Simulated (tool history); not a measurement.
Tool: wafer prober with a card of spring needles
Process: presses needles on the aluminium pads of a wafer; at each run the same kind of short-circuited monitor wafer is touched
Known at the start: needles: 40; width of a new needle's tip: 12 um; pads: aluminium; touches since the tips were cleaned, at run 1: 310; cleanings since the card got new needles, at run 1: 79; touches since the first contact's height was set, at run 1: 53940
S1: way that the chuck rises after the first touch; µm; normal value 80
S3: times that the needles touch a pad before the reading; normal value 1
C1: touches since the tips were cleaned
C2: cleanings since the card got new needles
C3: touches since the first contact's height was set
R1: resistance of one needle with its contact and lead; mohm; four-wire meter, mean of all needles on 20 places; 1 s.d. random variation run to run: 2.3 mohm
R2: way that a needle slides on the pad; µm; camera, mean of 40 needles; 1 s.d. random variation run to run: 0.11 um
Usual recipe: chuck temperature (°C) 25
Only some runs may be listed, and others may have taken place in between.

Run 1, hour 0: usual settings; C1 310; C2 79; C3 53940. Result: R1 275 mohm, R2 16.63 µm.
At hour 6.1: tips cleaned on abrasive film.
At hour 12.1: tips cleaned on abrasive film.
At hour 19.7: tips cleaned on abrasive film.
At hour 25.8: tips cleaned on abrasive film.
At hour 31.8: tips cleaned on abrasive film.
At hour 37.9: tips cleaned on abrasive film.
At hour 44: tips cleaned on abrasive film.
Run 2, hour 44: usual settings; C1 6; C2 86; C3 74145. Result: R1 265 mohm, R2 16.2 µm.
At hour 50.2: tips cleaned on abrasive film.
At hour 56.3: tips cleaned on abrasive film.
At hour 62.4: tips cleaned on abrasive film.
At hour 68.4: tips cleaned on abrasive film.
Run 3, hour 74: usual settings; C1 2590; C2 90; C3 87951. Result: R1 285 mohm, R2 16.29 µm.
At hour 75.6: tips cleaned on abrasive film.
At hour 81.6: tips cleaned on abrasive film.
At hour 87.7: tips cleaned on abrasive film.
At hour 93.8: tips cleaned on abrasive film.
At hour 99.9: tips cleaned on abrasive film.
At hour 107.4: tips cleaned on abrasive film.
Run 4, hour 110.4: usual settings; C1 1405; C2 96; C3 104680. Result: R1 283 mohm, R2 16.02 µm.
At hour 114.9: tips cleaned on abrasive film.
At hour 121: tips cleaned on abrasive film.
At hour 128.5: tips cleaned on abrasive film.
At hour 136.1: tips cleaned on abrasive film.
At hour 143.7: tips cleaned on abrasive film.
At hour 151.2: tips cleaned on abrasive film.
At hour 157.4: tips cleaned on abrasive film.
Run 5, hour 157.4: usual settings; C1 0; C2 103; C3 126281. Result: R1 266 mohm, R2 15.9 µm.
At hour 165: tips cleaned on abrasive film.
At hour 171: tips cleaned on abrasive film.
At hour 178.6: tips cleaned on abrasive film.
At hour 184.7: tips cleaned on abrasive film.
At hour 190.7: tips cleaned on abrasive film.
At hour 198.3: tips cleaned on abrasive film.
At hour 204.4: tips cleaned on abrasive film.
At hour 210.4: tips cleaned on abrasive film.
Run 6, hour 214.4: usual settings; C1 1864; C2 111; C3 152517. Result: R1 281 mohm, R2 15.93 µm.
At hour 217.5: tips cleaned on abrasive film.
At hour 223.6: tips cleaned on abrasive film.
At hour 231.2: tips cleaned on abrasive film.
At hour 237.2: tips cleaned on abrasive film.
At hour 243.3: tips cleaned on abrasive film.
At hour 249.4: tips cleaned on abrasive film.
At hour 255.4: tips cleaned on abrasive film.
Run 7, hour 257.5: usual settings but S1 69 µm; C1 954; C2 118; C3 172277. Result: R1 287 mohm, R2 13.27 µm.
At hour 262.1: tips cleaned on abrasive film.
At hour 268.1: tips cleaned on abrasive film.
At hour 274.2: tips cleaned on abrasive film.
At hour 281.8: tips cleaned on abrasive film.
At hour 289.3: tips cleaned on abrasive film.
Run 8, hour 291.5: usual settings but S1 72 µm; C1 1008; C2 123; C3 187913. Result: R1 286 mohm, R2 13.94 µm.
At hour 296.1: tips cleaned on abrasive film.
At hour 296.4: height of the first contact set anew.
At hour 302.4: tips cleaned on abrasive film.
At hour 308.5: tips cleaned on abrasive film.
At hour 314.6: tips cleaned on abrasive film.
At hour 320.6: tips cleaned on abrasive film.
At hour 326.7: tips cleaned on abrasive film.
At hour 334.3: tips cleaned on abrasive film.
At hour 341.8: tips cleaned on abrasive film.
At hour 349.4: tips cleaned on abrasive film.
Run 9, hour 353.8: usual settings but S1 72 µm; C1 2042; C2 132; C3 26419. Result: R1 303 mohm, R2 13.08 µm.
At hour 356.9: tips cleaned on abrasive film.
At hour 362.9: tips cleaned on abrasive film.
At hour 369: tips cleaned on abrasive film.
At hour 375.1: tips cleaned on abrasive film.
At hour 382.6: tips cleaned on abrasive film.
At hour 388.7: tips cleaned on abrasive film.
Run 10, hour 390.2: usual settings; C1 708; C2 138; C3 43147. Result: R1 280 mohm, R2 14.5 µm.
At hour 394.8: tips cleaned on abrasive film.
At hour 400.9: tips cleaned on abrasive film.
At hour 408.5: tips cleaned on abrasive film.
At hour 414.5: tips cleaned on abrasive film.
At hour 420.6: tips cleaned on abrasive film.
At hour 426.7: tips cleaned on abrasive film.
Run 11, hour 429: usual settings but S3 2; C1 1075; C2 144; C3 60947. Result: R1 275 mohm, R2 14.39 µm.
At hour 433.5: tips cleaned on abrasive film.
At hour 441.1: tips cleaned on abrasive film.
At hour 447.2: tips cleaned on abrasive film.
At hour 453.3: tips cleaned on abrasive film.
At hour 459.3: tips cleaned on abrasive film.
At hour 465.4: tips cleaned on abrasive film.
Run 12, hour 469: usual settings but S3 2; C1 1692; C2 150; C3 79356. Result: R1 278 mohm, R2 14.43 µm.
At hour 472.1: tips cleaned on abrasive film.
At hour 478.2: tips cleaned on abrasive film.
At hour 484.2: tips cleaned on abrasive film.
At hour 491.8: tips cleaned on abrasive film.
At hour 497.9: tips cleaned on abrasive film.
Run 13, hour 500.8: usual settings but S1 69 µm; C1 1345; C2 155; C3 93934. Result: R1 298 mohm, R2 11.72 µm.
At hour 505.3: tips cleaned on abrasive film.
At hour 512.9: tips cleaned on abrasive film.
At hour 519: tips cleaned on abrasive film.
At hour 525: tips cleaned on abrasive film.
Run 14, hour 528.5: usual settings but chuck temperature (°C) 26, S3 2; C1 1626; C2 159; C3 106704. Result: R1 285 mohm, R2 13.84 µm.
At hour 531.6: tips cleaned on abrasive film.
At hour 537.7: tips cleaned on abrasive film.
At hour 545.2: tips cleaned on abrasive film.
At hour 552.8: tips cleaned on abrasive film.
At hour 558.9: tips cleaned on abrasive film.
At hour 564.9: tips cleaned on abrasive film.
At hour 571: tips cleaned on abrasive film.
At hour 577.1: tips cleaned on abrasive film.
Run 15, hour 580: usual settings but chuck temperature (°C) 26, S3 2; C1 1369; C2 167; C3 130362. Result: R1 278 mohm, R2 13.76 µm.
At hour 584.6: tips cleaned on abrasive film.
At hour 590.7: tips cleaned on abrasive film.
At hour 596.7: tips cleaned on abrasive film.
At hour 604.3: tips cleaned on abrasive film.
At hour 610.4: tips cleaned on abrasive film.
At hour 617.9: tips cleaned on abrasive film.
At hour 624: tips cleaned on abrasive film.
Run 16, hour 626.1: usual settings but chuck temperature (°C) 115; C1 958; C2 174; C3 151519. Result: R1 310 mohm, R2 13.91 µm.
At hour 629.3: height of the first contact set anew, once more.
At hour 630.9: tips cleaned on abrasive film.
At hour 637: tips cleaned on abrasive film.
At hour 643.1: tips cleaned on abrasive film.
At hour 650.6: tips cleaned on abrasive film.
At hour 656.7: tips cleaned on abrasive film.
At hour 664.3: tips cleaned on abrasive film.
At hour 671.8: tips cleaned on abrasive film.
At hour 677.9: tips cleaned on abrasive film.
At hour 684: tips cleaned on abrasive film.
Run 17, hour 689.1: usual settings but S3 2; C1 2373; C2 183; C3 27447. Result: R1 284 mohm, R2 16.72 µm.
At hour 690.6: tips cleaned on abrasive film.
At hour 696.7: tips cleaned on abrasive film.
At hour 702.8: tips cleaned on abrasive film.
At hour 708.9: tips cleaned on abrasive film.
At hour 714.9: tips cleaned on abrasive film.
At hour 721: tips cleaned on abrasive film.
Run 18, hour 725.4: usual settings but S1 69 µm, chuck temperature (°C) 28, S3 2; C1 2075; C2 189; C3 44147. Result: R1 288 mohm, R2 14.04 µm.
At hour 728.5: tips cleaned on abrasive film.
At hour 736.1: tips cleaned on abrasive film.
At hour 742.2: tips cleaned on abrasive film.
At hour 749.7: tips cleaned on abrasive film.
At hour 755.8: tips cleaned on abrasive film.
At hour 763.4: tips cleaned on abrasive film.
Run 19, hour 769.1: usual settings but S1 70 µm, chuck temperature (°C) 73; C1 2705; C2 195; C3 64264. Result: R1 318 mohm, R2 14.26 µm.
At hour 770.7: tips cleaned on abrasive film.
At hour 776.8: tips cleaned on abrasive film.
At hour 784.4: tips cleaned on abrasive film.
At hour 791.9: tips cleaned on abrasive film.
At hour 798: tips cleaned on abrasive film.
At hour 805.6: tips cleaned on abrasive film.
At hour 811.6: tips cleaned on abrasive film.
Run 20, hour 814.7: usual settings but S1 68 µm, chuck temperature (°C) 33; C1 1440; C2 202; C3 85206. Result: R1 297 mohm, R2 13.9 µm.
At hour 817.8: tips cleaned on abrasive film.
At hour 825.4: tips cleaned on abrasive film.
At hour 831.4: tips cleaned on abrasive film.
At hour 839: tips cleaned on abrasive film.
At hour 846.6: tips cleaned on abrasive film.
At hour 852.6: tips cleaned on abrasive film.
At hour 858.7: tips cleaned on abrasive film.
At hour 864.8: tips cleaned on abrasive film.
At hour 870.9: tips cleaned on abrasive film.
Run 21, hour 874.9: usual settings but S1 74 µm, chuck temperature (°C) 118; C1 1868; C2 211; C3 112846. Result: R1 320 mohm, R2 14.87 µm.

Each row is a separate what-if for the run after 21, all from the same tool condition, not one after another. Results?
At hour 877.9: tips cleaned on abrasive film.
At hour 884: tips cleaned on abrasive film.
At hour 890.1: tips cleaned on abrasive film.
At hour 897.6: tips cleaned on abrasive film.
At hour 904.6: tips cleaned on abrasive film.
Run A, hour 904.6: usual settings but S1 74 µm, chuck temperature (°C) 118; C1 0; C2 216; C3 126513. Result: R1 ?, R2 ?.
At hour 877.9: tips cleaned on abrasive film.
At hour 884: tips cleaned on abrasive film.
At hour 890.1: tips cleaned on abrasive film.
At hour 897.6: tips cleaned on abrasive film.
At hour 904.6: tips cleaned on abrasive film.
Run B, hour 904.6: usual settings but S1 72 µm, chuck temperature (°C) 81; C1 0; C2 216; C3 126513. Result: R1 ?, R2 ?.
At hour 877.9: tips cleaned on abrasive film.
At hour 884: tips cleaned on abrasive film.
At hour 890.1: tips cleaned on abrasive film.
At hour 897.6: tips cleaned on abrasive film.
At hour 904.6: tips cleaned on abrasive film.
Run C, hour 904.6: usual settings but S1 76 µm, chuck temperature (°C) 66, S3 2; C1 0; C2 216; C3 126513. Result: R1 ?, R2 ?.
At hour 877.9: tips cleaned on abrasive film.
At hour 884: tips cleaned on abrasive film.
At hour 890.1: tips cleaned on abrasive film.
At hour 897.6: tips cleaned on abrasive film.
At hour 904.6: tips cleaned on abrasive film.
Run D, hour 904.6: usual settings but S1 74 µm, chuck temperature (°C) 73; C1 0; C2 216; C3 126513. Result: R1 ?, R2 ?.
At hour 877.9: tips cleaned on abrasive film.
At hour 884: tips cleaned on abrasive film.
At hour 890.1: tips cleaned on abrasive film.
At hour 897.6: tips cleaned on abrasive film.
At hour 904.6: tips cleaned on abrasive film.
Run E, hour 904.6: usual settings but S1 89 µm, chuck temperature (°C) 62, S3 2; C1 0; C2 216; C3 126513. Result: R1 ?, R2 ?.

run   R1     R2
  A  292   14.6
  B  282  14.35
  C  282  15.01
  D  284  14.59
  E  277  17.78
Without the tool's unlogged condition, the same runs would have read:
run   R1     R2
  A  285  15.53
  B  275  15.28
  C  276  15.93
  D  277  15.52
  E  272   18.7
